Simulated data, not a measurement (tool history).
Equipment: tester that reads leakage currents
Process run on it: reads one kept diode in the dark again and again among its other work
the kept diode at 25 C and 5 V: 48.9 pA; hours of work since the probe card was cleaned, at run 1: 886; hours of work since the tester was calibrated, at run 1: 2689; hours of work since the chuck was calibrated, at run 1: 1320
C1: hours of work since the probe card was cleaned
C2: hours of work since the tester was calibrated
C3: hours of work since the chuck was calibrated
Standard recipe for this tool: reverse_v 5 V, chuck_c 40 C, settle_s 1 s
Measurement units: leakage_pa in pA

{"run": 1, "hour": 0.0, "reverse_v": 5, "chuck_c": 40, "settle_s": 1, "C1": 886, "C2": 2689, "C3": 1320, "leakage_pa": 156.55}
{"run": 2, "hour": 116.2, "reverse_v": 5, "chuck_c": 40, "settle_s": 1, "C1": 975, "C2": 2777, "C3": 1409, "leakage_pa": 155.68}
{"run": 3, "hour": 228.3, "reverse_v": 5, "chuck_c": 40, "settle_s": 1, "C1": 1060, "C2": 2863, "C3": 1495, "leakage_pa": 155.36}
{"run": 4, "hour": 297.8, "reverse_v": 5, "chuck_c": 21, "settle_s": 1, "C1": 1113, "C2": 2916, "C3": 1548, "leakage_pa": 37.11}
{"run": 5, "hour": 435.6, "reverse_v": 5, "chuck_c": 21, "settle_s": 1, "C1": 1219, "C2": 3021, "C3": 1653, "leakage_pa": 37.52}
{"run": 6, "hour": 531.1, "reverse_v": 5, "chuck_c": 40, "settle_s": 1, "C1": 1292, "C2": 3094, "C3": 1726, "leakage_pa": 156.45}
{"run": 7, "hour": 614.0, "reverse_v": 5, "chuck_c": 50, "settle_s": 1, "C1": 1355, "C2": 3158, "C3": 1789, "leakage_pa": 315.82}
{"run": 8, "hour": 742.4, "reverse_v": 5, "chuck_c": 50, "settle_s": 1, "C1": 1453, "C2": 3256, "C3": 1887, "leakage_pa": 313.13}
{"run": 9, "hour": 833.1, "reverse_v": 5, "chuck_c": 50, "settle_s": 1, "C1": 1522, "C2": 3325, "C3": 1957, "leakage_pa": 312.93}
{"run": 10, "hour": 948.4, "reverse_v": 3.93, "chuck_c": 40, "settle_s": 1, "C1": 1611, "C2": 3413, "C3": 2045, "leakage_pa": 136.59}
{"hour": 1061.9, "done": "chuck's temperature calibrated"}
{"run": 11, "hour": 1086.2, "reverse_v": 3.93, "chuck_c": 40, "settle_s": 1, "C1": 1714, "C2": 3517, "C3": 19, "leakage_pa": 136.52}
{"run": 12, "hour": 1238.6, "reverse_v": 5, "chuck_c": 40, "settle_s": 1, "C1": 1831, "C2": 3633, "C3": 135, "leakage_pa": 155.64}
{"run": 13, "hour": 1379.9, "reverse_v": 5, "chuck_c": 40, "settle_s": 3.29, "C1": 1939, "C2": 3741, "C3": 243, "leakage_pa": 154.18}
{"run": 14, "hour": 1506.3, "reverse_v": 8.27, "chuck_c": 40, "settle_s": 3.29, "C1": 2035, "C2": 3838, "C3": 339, "leakage_pa": 200.82}
{"run": 15, "hour": 1641.6, "reverse_v": 6.24, "chuck_c": 40, "settle_s": 1, "C1": 2139, "C2": 3941, "C3": 443, "leakage_pa": 174.49}
{"run": 16, "hour": 1766.1, "reverse_v": 7.53, "chuck_c": 26, "settle_s": 1, "C1": 2234, "C2": 4036, "C3": 538, "leakage_pa": 68.33}
{"run": 17, "hour": 1877.1, "reverse_v": 7.53, "chuck_c": 26, "settle_s": 1, "C1": 2319, "C2": 4121, "C3": 623, "leakage_pa": 68.38}
{"run": 18, "hour": 2004.4, "reverse_v": 3.21, "chuck_c": 40, "settle_s": 1, "C1": 2416, "C2": 4218, "C3": 720, "leakage_pa": 122.8}
{"run": 19, "hour": 2123.8, "reverse_v": 3.57, "chuck_c": 54, "settle_s": 0.52, "C1": 2507, "C2": 4310, "C3": 811, "leakage_pa": 345.22}
{"run": 20, "hour": 2272.2, "reverse_v": 2.73, "chuck_c": 44, "settle_s": 3, "C1": 2620, "C2": 4423, "C3": 925, "leakage_pa": 150.24}
{"run": 21, "hour": 2385.8, "reverse_v": 3.41, "chuck_c": 49, "settle_s": 0.63, "C1": 2707, "C2": 4510, "C3": 1011, "leakage_pa": 240.39}
{"run": 22, "hour": 2537.0, "reverse_v": 5, "chuck_c": 22, "settle_s": 0.49, "C1": 2823, "C2": 4625, "C3": 1127, "leakage_pa": 41.93}
{"run": 23, "hour": 2627.9, "reverse_v": 3.43, "chuck_c": 22, "settle_s": 5.46, "C1": 2892, "C2": 4695, "C3": 1196, "leakage_pa": 31.8}
{"run": 24, "hour": 2766.0, "reverse_v": 3.43, "chuck_c": 22, "settle_s": 5.46, "C1": 2998, "C2": 4800, "C3": 1302, "leakage_pa": 31.97}
{"run": 25, "hour": 2864.3, "reverse_v": 7.03, "chuck_c": 22, "settle_s": 1.15, "C1": 3073, "C2": 4875, "C3": 1377, "leakage_pa": 48.03}
{"run": 26, "hour": 2965.1, "reverse_v": 18.92, "chuck_c": 28, "settle_s": 0.32, "C1": 3150, "C2": 4952, "C3": 1454, "leakage_pa": 144.43}
{"run": 27, "hour": 3111.8, "reverse_v": 5, "chuck_c": 29, "settle_s": 1.54, "C1": 3262, "C2": 5065, "C3": 1566, "leakage_pa": 68.28}
{"hour": 3242.1, "done": "tester calibrated"}
{"run": 28, "hour": 3257.2, "reverse_v": 16.34, "chuck_c": 30, "settle_s": 1.86, "C1": 3371, "C2": 12, "C3": 1676, "leakage_pa": 136.84}
{"run": 29, "hour": 3323.2, "reverse_v": 16.34, "chuck_c": 30, "settle_s": 1.86, "C1": 3422, "C2": 62, "C3": 1726, "leakage_pa": 137.83}
{"hour": 3406.2, "done": "probe card cleaned and baked"}
{"run": 30, "hour": 3436.0, "reverse_v": 6.68, "chuck_c": 40, "settle_s": 1, "C1": 23, "C2": 146, "C3": 1810, "leakage_pa": 180.96}

Below, each run's measurement less what the same run would have read without the hidden state. Both values contain the same run-to-run variation, but the gauge's scatter may not be the same in both:
The tool's hidden condition here consists of: stray current of the dirty probe card, pA a volt; current scale over the true one, %; true chuck temperature over the reading, C; drift of the gauge itself on leakage_pa, %.
run=1 leakage_pa=+0.19
run=2 leakage_pa=+0.2
run=3 leakage_pa=+0.22
run=4 leakage_pa=+0.06
run=5 leakage_pa=+0.07
run=6 leakage_pa=+0.25
run=7 leakage_pa=+0.49
run=8 leakage_pa=+0.51
run=9 leakage_pa=+0.54
run=10 leakage_pa=+0.27
run=11 leakage_pa=+0.02
run=12 leakage_pa=+0.05
run=13 leakage_pa=+0.06
run=14 leakage_pa=+0.1
run=15 leakage_pa=+0.1
run=16 leakage_pa=+0.06
run=17 leakage_pa=+0.07
run=18 leakage_pa=+0.1
run=19 leakage_pa=+0.28
run=20 leakage_pa=+0.15
run=21 leakage_pa=+0.25
run=22 leakage_pa=+0.06
run=23 leakage_pa=+0.05
run=24 leakage_pa=+0.06
run=25 leakage_pa=+0.1
run=26 leakage_pa=+0.27
run=27 leakage_pa=+0.13
run=28 leakage_pa=+0.33
run=29 leakage_pa=+0.34
run=30 leakage_pa=+0.37
